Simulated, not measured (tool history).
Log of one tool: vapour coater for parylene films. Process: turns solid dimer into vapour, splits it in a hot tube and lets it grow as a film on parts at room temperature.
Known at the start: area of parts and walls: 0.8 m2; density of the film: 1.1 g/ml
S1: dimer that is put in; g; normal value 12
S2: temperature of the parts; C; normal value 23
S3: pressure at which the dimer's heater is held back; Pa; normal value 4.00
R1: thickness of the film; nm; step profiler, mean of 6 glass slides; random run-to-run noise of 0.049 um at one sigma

run 1 hour=0.0 | S1=12 S2=23 S3=4.00 | R1=7370
run 2 hour=53.9 | S1=12 S2=23 S3=4.00 | R1=7390
run 3 hour=86.0 | S1=12 S2=23 S3=4.00 | R1=7250
run 4 hour=131.6 | S1=12 S2=23 S3=4.00 | R1=7310
run 5 hour=198.2 | S1=12 S2=23 S3=3.04 | R1=7440
run 6 hour=255.1 | S1=12 S2=23 S3=4.00 | R1=7220
run 7 hour=287.2 | S1=12 S2=23 S3=4.00 | R1=7170
run 8 hour=333.2 | S1=12 S2=23 S3=10.56 | R1=6110
run 9 hour=403.2 | S1=12 S2=23 S3=10.56 | R1=6000
run 10 hour=471.7 | S1=12 S2=23 S3=4.00 | R1=6880
run 11 hour=531.9 | S1=12 S2=23 S3=2.82 | R1=7170
run 12 hour=614.7 | S1=12 S2=23 S3=2.82 | R1=8140
run 13 hour=669.1 | S1=12 S2=23 S3=4.00 | R1=7580
run 14 hour=709.1 | S1=12 S2=23 S3=4.00 | R1=7510
run 15 hour=786.2 | S1=12 S2=23 S3=4.00 | R1=7560
run 16 hour=832.8 | S1=12 S2=23 S3=4.00 | R1=7420
run 17 hour=869.4 | S1=12 S2=23 S3=4.00 | R1=7500
run 18 hour=914.4 | S1=12 S2=20 S3=4.00 | R1=7790
run 19 hour=954.0 | S1=6 S2=23 S3=4.00 | R1=3700
run 20 hour=1004.7 | S1=12 S2=23 S3=4.00 | R1=7210
run 21 hour=1077.3 | S1=12 S2=23 S3=4.00 | R1=7210
run 22 hour=1111.8 | S1=12 S2=23 S3=6.01 | R1=6800
run 23 hour=1166.3 | S1=13 S2=23 S3=4.00 | R1=7740
run 24 hour=1233.8 | S1=13 S2=23 S3=4.00 | R1=7650
run 25 hour=1312.9 | S1=11 S2=25 S3=3.28 | R1=6320
run 26 hour=1366.3 | S1=11 S2=25 S3=3.28 | R1=6950
run 27 hour=1423.2 | S1=21 S2=30 S3=10.61 | R1=10150
run 28 hour=1484.8 | S1=7 S2=32 S3=4.55 | R1=3680
run 29 hour=1541.5 | S1=6 S2=20 S3=2.07 | R1=4340
run 30 hour=1589.3 | S1=7 S2=20 S3=2.07 | R1=5000
run 31 hour=1637.3 | S1=7 S2=33 S3=2.07 | R1=4010
run 32 hour=1702.3 | S1=8 S2=29 S3=7.01 | R1=4060
run 33 hour=1756.9 | S1=8 S2=29 S3=7.01 | R1=3980
run 34 hour=1816.7 | S1=8 S2=29 S3=7.01 | R1=3930
run 35 hour=1855.0 | S1=9 S2=15 S3=4.00 | R1=5960
run 36 hour=1920.1 | S1=9 S2=17 S3=5.73 | R1=5560
run 37 hour=1989.1 | S1=9 S2=26 S3=8.15 | R1=4470
run 38 hour=2062.1 | S1=17 S2=23 S3=10.08 | R1=8520
run 39 hour=2138.0 | S1=17 S2=26 S3=11.78 | R1=8990
run 40 hour=2183.1 | S1=12 S2=22 S3=4.00 | R1=7710
run 41 hour=2220.6 | S1=14 S2=15 S3=5.97 | R1=9630
run 42 hour=2265.8 | S1=11 S2=30 S3=11.34 | R1=5220
run 43 hour=2301.7 | S1=12 S2=27 S3=4.27 | R1=7050
run 44 hour=2348.7 | S1=19 S2=26 S3=2.36 | R1=12230
run 45 hour=2428.7 | S1=19 S2=26 S3=2.36 | R1=11950
run 46 hour=2478.6 | S1=7 S2=26 S3=9.85 | R1=3550
run 47 hour=2533.9 | S1=12 S2=16 S3=3.40 | R1=8240

Missing from the log above: 6 entries noted between runs. For each, name the pair of listed runs it sits between and say how the tool's hidden condition differs from the listed run just before to the listed run just after:
Logged between run 11 and run 12: trap's valve overhauled (hour 547.1)
  vapour lost through the trap's worn valve, %: 11.5 -> 1.2; true temperature of the parts over the reading, C: -0.62 -> -0.71
  measured less the result without the state, R1: -840 -> +0 nm
Logged between run 18 and run 19: table's thermometer calibrated (hour 920.7)
  vapour lost through the trap's worn valve, %: 5.7 -> 6.3; true temperature of the parts over the reading, C: -1.06 -> -1.41
  measured less the result without the state, R1: -320 -> -150 nm
Logged between run 25 and run 26: trap's valve overhauled (hour 1340.3); table's thermometer calibrated, once more (hour 1356.9)
  vapour lost through the trap's worn valve, %: 11.8 -> 0.5; true temperature of the parts over the reading, C: -1.82 -> 0.05
  measured less the result without the state, R1: -630 -> -40 nm
Logged between run 38 and run 39: trap's valve overhauled (hour 2129.6)
  vapour lost through the trap's worn valve, %: 11.3 -> 0.3; true temperature of the parts over the reading, C: -0.73 -> -0.81
  measured less the result without the state, R1: -970 -> +100 nm
Logged between run 44 and run 45: table's thermometer calibrated (hour 2419.7)
  vapour lost through the trap's worn valve, %: 3.6 -> 4.8; true temperature of the parts over the reading, C: -1.04 -> -0.08
  measured less the result without the state, R1: -230 -> -590 nm

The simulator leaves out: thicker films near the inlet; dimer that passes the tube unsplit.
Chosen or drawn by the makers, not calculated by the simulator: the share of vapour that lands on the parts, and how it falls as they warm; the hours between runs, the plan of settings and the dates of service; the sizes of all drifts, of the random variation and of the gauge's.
